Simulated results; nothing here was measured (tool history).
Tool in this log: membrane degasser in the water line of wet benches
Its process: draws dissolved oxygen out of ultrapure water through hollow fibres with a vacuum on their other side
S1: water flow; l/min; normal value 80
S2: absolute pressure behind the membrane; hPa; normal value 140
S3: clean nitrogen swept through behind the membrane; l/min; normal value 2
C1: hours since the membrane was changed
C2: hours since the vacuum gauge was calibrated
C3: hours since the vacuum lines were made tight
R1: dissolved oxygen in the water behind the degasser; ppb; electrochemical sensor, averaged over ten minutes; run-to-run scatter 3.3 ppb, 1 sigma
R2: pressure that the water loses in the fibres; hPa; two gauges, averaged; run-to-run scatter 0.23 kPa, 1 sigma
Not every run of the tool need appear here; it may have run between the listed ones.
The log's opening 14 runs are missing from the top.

run	hour	S1	S2	S3	C1	C2	C3	R1	R2
15	877.2	80	140	2	1168	142	9303	877.3	574.5
16	964.5	80	93	2	1255	229	9391	546.8	575.4
17	1011.1	80	93	2	1302	275	9437	551.5	572.2
18	1078	60	319	2.33	1369	342	9504	1419.7	428.9
19	1131.1	116	241	1.45	1422	395	9557	2345.8	835.7
20	1181.8	116	241	1.45	1473	446	9608	2338	837.1
21	1250.8	64	140	4.82	1542	515	9677	377	458.9
22	1305.4	80	253	2	1596	570	9731	1586.4	573.1
23	1354.7	51	129	2	1646	619	9781	541.1	367.4
24	1410.2	51	258	2	1701	675	9836	1134.9	368.3
25	1467.7	80	262	5.14	1759	732	9894	833.4	576.8
26	1509.1	80	95	2	1800	773	9935	563.1	580
27	1585.3	113	346	2	1876	850	10011	2589.1	813.6
28	1666.5	114	154	2.36	1957	931	10092	1170.2	821.3
29	1755.2	114	154	2.36	2046	1019	10181	1176.2	824.8
30	1846.5	107	140	4	2137	1111	10273	732.5	770.8
31	1918.3	124	102	2	2209	1183	10344	932.2	891.9
32	1978	124	102	2	2269	1242	10404	922.7	895.5

Below are 3 alternative next runs, each starting from the tool's condition after run 32. Predict each:
A	2039.9	91	185	2	2331	1304	10466	?	?
B	2039.9	71	140	2	2331	1304	10466	?	?
C	2039.9	106	246	1.34	2331	1304	10466	?	?

run	R1	R2
A	1293.3	655.4
B	797.8	512.8
C	2346.9	760.4
What these runs would have given with no unlogged condition in the tool:
run	R1	R2
A	1284.1	649.7
B	788.9	508.4
C	2342.8	753.8
